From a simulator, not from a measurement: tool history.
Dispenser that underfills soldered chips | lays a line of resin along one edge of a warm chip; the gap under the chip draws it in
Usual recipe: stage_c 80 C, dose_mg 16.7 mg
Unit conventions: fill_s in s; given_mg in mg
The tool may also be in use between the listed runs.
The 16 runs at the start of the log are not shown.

{"hour": 122.0, "done": "new syringe of resin"}
{"run": 17, "hour": 126.7, "stage_c": 80, "dose_mg": 14.3, "fill_s": 101.6, "given_mg": 14.06}
{"run": 18, "hour": 133.8, "stage_c": 80, "dose_mg": 18.7, "fill_s": 145.8, "given_mg": 18.35}
{"hour": 141.1, "done": "new syringe of resin"}
{"run": 19, "hour": 143.1, "stage_c": 69, "dose_mg": 19.4, "fill_s": 135.8, "given_mg": 19.05}
{"hour": 151.0, "done": "dispensing valve cleaned and set on the balance"}
{"run": 20, "hour": 153.3, "stage_c": 69, "dose_mg": 19.4, "fill_s": 231.7, "given_mg": 19.36}
{"run": 21, "hour": 158.8, "stage_c": 80, "dose_mg": 18.7, "fill_s": 201, "given_mg": 18.7}
{"hour": 160.4, "done": "new syringe of resin"}
{"run": 22, "hour": 167.8, "stage_c": 72, "dose_mg": 16.7, "fill_s": 163.1, "given_mg": 16.7}
{"run": 23, "hour": 172.5, "stage_c": 75, "dose_mg": 17.9, "fill_s": 188.3, "given_mg": 17.82}
{"run": 24, "hour": 178.2, "stage_c": 76, "dose_mg": 16.6, "fill_s": 258.1, "given_mg": 16.49}
{"hour": 179.0, "done": "new syringe of resin"}
{"run": 25, "hour": 189.4, "stage_c": 87, "dose_mg": 15.1, "fill_s": 102.8, "given_mg": 14.99}
{"hour": 197.5, "done": "new syringe of resin"}
{"run": 26, "hour": 197.5, "stage_c": 83, "dose_mg": 16.7, "fill_s": 66.8, "given_mg": 16.49}
{"run": 27, "hour": 203.9, "stage_c": 83, "dose_mg": 16.7, "fill_s": 96.9, "given_mg": 16.48}
{"run": 28, "hour": 210.5, "stage_c": 93, "dose_mg": 20, "fill_s": 90.4, "given_mg": 19.81}
{"hour": 216.4, "done": "new syringe of resin"}
{"run": 29, "hour": 218.6, "stage_c": 79, "dose_mg": 20.2, "fill_s": 86.3, "given_mg": 20.04}
{"run": 30, "hour": 223.6, "stage_c": 93, "dose_mg": 16.1, "fill_s": 67.2, "given_mg": 15.88}
{"run": 31, "hour": 232.2, "stage_c": 93, "dose_mg": 16.1, "fill_s": 111.3, "given_mg": 15.81}
{"hour": 234.9, "done": "new syringe of resin"}
{"run": 32, "hour": 241.8, "stage_c": 83, "dose_mg": 20.1, "fill_s": 95.4, "given_mg": 19.72}
{"hour": 248.1, "done": "dispensing valve cleaned and set on the balance"}
{"run": 33, "hour": 251.9, "stage_c": 83, "dose_mg": 20.1, "fill_s": 161, "given_mg": 20.09}
{"hour": 255.0, "done": "new syringe of resin"}
{"run": 34, "hour": 263.1, "stage_c": 76, "dose_mg": 16.8, "fill_s": 140.9, "given_mg": 16.77}

3 options for the next run, each taken on its own from the tool as it stands now. Forecast them:
{"run": "A", "hour": 271.6, "stage_c": 80, "dose_mg": 16.4, "fill_s": "?", "given_mg": "?"}
{"run": "B", "hour": 271.6, "stage_c": 77, "dose_mg": 20.8, "fill_s": "?", "given_mg": "?"}
{"run": "C", "hour": 271.6, "stage_c": 88, "dose_mg": 16.3, "fill_s": "?", "given_mg": "?"}

run=A fill_s=199.4 given_mg=16.29
run=B fill_s=216.8 given_mg=20.71
run=C fill_s=141 given_mg=16.24
The same runs, with their run-to-run variation unchanged, on a tool lacking any hidden condition would have given:
run=A fill_s=77 given_mg=16.36
run=B fill_s=83.8 given_mg=20.8
run=C fill_s=54.4 given_mg=16.31

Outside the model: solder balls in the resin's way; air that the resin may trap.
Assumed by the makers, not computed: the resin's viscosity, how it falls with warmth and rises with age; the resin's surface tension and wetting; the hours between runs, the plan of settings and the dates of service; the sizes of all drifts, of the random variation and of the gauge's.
